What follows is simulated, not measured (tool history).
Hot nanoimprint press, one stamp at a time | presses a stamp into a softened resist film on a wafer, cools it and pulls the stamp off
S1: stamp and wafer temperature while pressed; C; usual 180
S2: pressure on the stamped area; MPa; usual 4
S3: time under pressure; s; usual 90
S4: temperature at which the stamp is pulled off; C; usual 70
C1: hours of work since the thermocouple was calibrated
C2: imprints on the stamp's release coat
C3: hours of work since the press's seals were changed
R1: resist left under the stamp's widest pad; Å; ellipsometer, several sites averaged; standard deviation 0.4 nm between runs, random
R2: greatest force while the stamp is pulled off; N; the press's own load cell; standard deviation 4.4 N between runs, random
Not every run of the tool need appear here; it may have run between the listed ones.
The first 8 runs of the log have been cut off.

run   hour   S1    S2   S3  S4   C1    C2   C3    R1   R2
  9  107.4  180     4   90  70  248   757  272  1369  256
 10  125.7  173     4   90  70  261   832  286  1790  254
 11  135.4  173     4   90  70  269   873  293  1789  254
 12  151.9  180     4  122  70  281   941  305  1221  256
 13  171.6  180     4  122  70  296  1023  320  1215  259
 14  190.1  180     4  122  76  309  1100  334  1212  248
 15  204.5  180     4  122  76  320  1159  344  1207  245
 16  221.2  180     4  158  70  333  1229  357  1092  279
 17  239.4  170  3.86   83  64  346  1304  371  2021  305
 18    257  178  6.31   83  72  359  1378  384  1249  286
 19  276.8  178  6.31   52  59  374  1460  399  1489  308
 20  291.6  190     4  121  70  385  1521  410   803  280
     309.3  -- plate thermocouple calibrated
 21    311  190     4  121  70    1  1589  422   845  300
 22  329.1  189  2.45  167  56   15  1665  435   977  348
 23  337.7  179     4   54  70   21  1700  442  1765  315
 24  352.4  179     4   54  70   32  1761  453  1776  319
 25  363.7  185  5.24   70  62   41  1808  461  1141  354
 26  374.3  185  2.87   52  63   49  1852  469  1652  340
 27  388.1  180     3   90  70   59  1910  480  1596  329
 28  405.7  180     3   90  70   72  1983  493  1600  328
 29    416  180  4.54   53  70   80  2025  500  1626  326
 30  432.4  180  4.33  109  70   92  2093  513  1272  333
 31  450.4  180  4.33  109  70  106  2168  526  1282  343

Each row is a separate what-if for the run after 31, all from the same tool condition, not one after another. Results?
  A  460.3  180  5.12   90  70  113  2209  534   ?   ?
  B  460.3  180  3.78  109  68  113  2209  534   ?   ?
  C  460.3  179  2.45  109  72  113  2209  534   ?   ?

run    R1   R2
  A  1279  344
  B  1348  348
  C  1674  328
With the hidden condition removed and each run's random variation left untouched, the same runs would have given:
run    R1   R2
  A  1265  218
  B  1341  221
  C  1675  208

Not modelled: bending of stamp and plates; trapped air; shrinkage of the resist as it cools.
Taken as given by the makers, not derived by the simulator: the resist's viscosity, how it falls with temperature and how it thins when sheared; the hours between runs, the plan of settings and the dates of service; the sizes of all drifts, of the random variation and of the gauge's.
